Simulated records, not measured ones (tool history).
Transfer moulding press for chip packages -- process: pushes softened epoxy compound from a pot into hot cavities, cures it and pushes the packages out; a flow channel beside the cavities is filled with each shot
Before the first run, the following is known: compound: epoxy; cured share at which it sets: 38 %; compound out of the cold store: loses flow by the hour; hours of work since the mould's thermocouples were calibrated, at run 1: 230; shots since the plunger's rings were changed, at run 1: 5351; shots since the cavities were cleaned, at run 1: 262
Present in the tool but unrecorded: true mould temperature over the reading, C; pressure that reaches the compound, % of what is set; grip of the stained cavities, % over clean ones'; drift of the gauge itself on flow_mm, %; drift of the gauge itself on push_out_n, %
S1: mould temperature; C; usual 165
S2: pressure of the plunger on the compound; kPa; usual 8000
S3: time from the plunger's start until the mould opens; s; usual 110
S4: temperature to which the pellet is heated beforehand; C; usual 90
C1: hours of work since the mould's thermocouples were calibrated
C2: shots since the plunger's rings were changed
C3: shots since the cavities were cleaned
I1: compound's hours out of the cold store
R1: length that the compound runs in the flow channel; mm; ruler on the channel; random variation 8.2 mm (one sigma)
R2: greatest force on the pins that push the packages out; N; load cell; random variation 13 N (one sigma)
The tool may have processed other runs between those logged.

| run | hour | S1 | S2 | S3 | S4 | C1 | C2 | C3 | I1 | R1 | R2 |
|---|---|---|---|---|---|---|---|---|---|---|---|
| 1 | 0 | 165 | 8000 | 110 | 90 | 230 | 5351 | 262 | 20.3 | 906 | 888 |
|  | 44.5 | cavities cleaned with cleaning compound and waxed |
| 2 | 61.7 | 165 | 6140 | 110 | 90 | 270 | 6012 | 189 | 22 | 795 | 869 |
|  | 68.5 | plunger's sealing rings changed |
|  | 113.1 | cavities cleaned with cleaning compound and waxed |
| 3 | 122.2 | 165 | 6140 | 110 | 90 | 308 | 573 | 100 | 47.7 | 791 | 713 |
|  | 179.3 | cavities cleaned with cleaning compound and waxed |
| 4 | 183.3 | 165 | 8000 | 110 | 90 | 348 | 1227 | 43 | 23 | 976 | 721 |
| 5 | 241.7 | 165 | 8000 | 110 | 90 | 387 | 1869 | 685 | 31.3 | 934 | 1190 |
|  | 247.7 | cavities cleaned with cleaning compound and waxed |
|  | 260.5 | mould's thermocouples calibrated |
| 6 | 284.2 | 165 | 8000 | 110 | 90 | 16 | 2297 | 379 | 8.6 | 1004 | 1008 |
|  | 318.2 | cavities cleaned with cleaning compound and waxed |
| 7 | 325.5 | 165 | 8000 | 110 | 91 | 42 | 2733 | 79 | 23.5 | 947 | 737 |
|  | 386.5 | cavities cleaned with cleaning compound and waxed |
| 8 | 387.5 | 165 | 8000 | 110 | 90 | 83 | 3398 | 11 | 26.9 | 910 | 653 |
| 9 | 421.3 | 165 | 8000 | 110 | 81 | 106 | 3769 | 382 | 29 | 924 | 987 |
|  | 453.1 | cavities cleaned with cleaning compound and waxed |
| 10 | 469.2 | 165 | 9300 | 110 | 81 | 137 | 4279 | 177 | 24 | 999 | 813 |
| 11 | 498.8 | 165 | 9300 | 110 | 81 | 156 | 4604 | 502 | 10.9 | 1012 | 1136 |
|  | 521.1 | cavities cleaned with cleaning compound and waxed |
| 12 | 540.5 | 165 | 9300 | 110 | 81 | 183 | 5045 | 213 | 38 | 940 | 844 |
|  | 587.3 | cavities cleaned with cleaning compound and waxed |
| 13 | 600.9 | 165 | 9300 | 110 | 81 | 223 | 5692 | 149 | 32.1 | 952 | 834 |
|  | 637.4 | plunger's sealing rings changed |
| 14 | 649.7 | 165 | 9300 | 110 | 81 | 254 | 134 | 657 | 26.1 | 1055 | 1199 |
|  | 657.1 | cavities cleaned with cleaning compound and waxed |
| 15 | 680.7 | 164 | 8000 | 110 | 86 | 274 | 459 | 259 | 24.9 | 992 | 946 |
| 16 | 718.3 | 159 | 6730 | 110 | 86 | 299 | 871 | 671 | 26.2 | 926 | 1944 |
|  | 725.1 | cavities cleaned with cleaning compound and waxed |
| 17 | 776 | 159 | 6730 | 110 | 86 | 336 | 1488 | 559 | 37 | 893 | 1770 |
|  | 794.4 | cavities cleaned with cleaning compound and waxed |
| 18 | 812.8 | 159 | 6730 | 110 | 86 | 360 | 1876 | 203 | 14.4 | 949 | 1542 |
| 19 | 856 | 173 | 9120 | 101 | 89 | 389 | 2351 | 678 | 36.1 | 936 | 899 |
|  | 863.6 | cavities cleaned with cleaning compound and waxed |
|  | 871.4 | mould's thermocouples calibrated |
| 20 | 896.6 | 173 | 9120 | 101 | 89 | 17 | 2758 | 340 | 45.3 | 895 | 739 |
|  | 931.3 | cavities cleaned with cleaning compound and waxed |
| 21 | 962.8 | 165 | 6500 | 110 | 94 | 60 | 3468 | 346 | 28.9 | 840 | 920 |
| 22 | 992.2 | 165 | 6500 | 110 | 94 | 80 | 3791 | 669 | 39.6 | 786 | 1066 |
|  | 999.7 | cavities cleaned with cleaning compound and waxed |
| 23 | 1053.4 | 165 | 8350 | 110 | 90 | 120 | 4447 | 590 | 29.6 | 917 | 1068 |
|  | 1065.9 | cavities cleaned with cleaning compound and waxed |
| 24 | 1117 | 165 | 8350 | 110 | 90 | 161 | 5129 | 562 | 47.2 | 846 | 989 |
|  | 1134.9 | cavities cleaned with cleaning compound and waxed |
| 25 | 1157.3 | 165 | 7290 | 134 | 95 | 187 | 5555 | 246 | 44.1 | 813 | 675 |
| 26 | 1190 | 165 | 7290 | 115 | 85 | 209 | 5913 | 604 | 18.9 | 853 | 1001 |

What if the next run were any one of these 4? Each begins from the tool's condition after run 26:
|  | 1203.3 | plunger's sealing rings changed |
|  | 1204.8 | cavities cleaned with cleaning compound and waxed |
| A | 1232.3 | 170 | 7220 | 110 | 91 | 235 | 302 | 302 | 27.7 | ? | ? |
|  | 1203.3 | plunger's sealing rings changed |
|  | 1204.8 | cavities cleaned with cleaning compound and waxed |
| B | 1232.3 | 162 | 6670 | 115 | 85 | 235 | 302 | 302 | 32.5 | ? | ? |
|  | 1203.3 | plunger's sealing rings changed |
|  | 1204.8 | cavities cleaned with cleaning compound and waxed |
| C | 1232.3 | 160 | 7290 | 115 | 82 | 235 | 302 | 302 | 28.5 | ? | ? |
|  | 1203.3 | plunger's sealing rings changed |
|  | 1204.8 | cavities cleaned with cleaning compound and waxed |
| D | 1232.3 | 166 | 7290 | 113 | 94 | 235 | 302 | 302 | 39.6 | ? | ? |

| run | R1 | R2 |
|---|---|---|
| A | 904 | 732 |
| B | 896 | 1080 |
| C | 950 | 1317 |
| D | 882 | 751 |
Take away the tool's hidden state, keep each run's random variation, and the runs would have read:
| run | R1 | R2 |
|---|---|---|
| A | 908 | 501 |
| B | 899 | 723 |
| C | 954 | 881 |
| D | 885 | 507 |
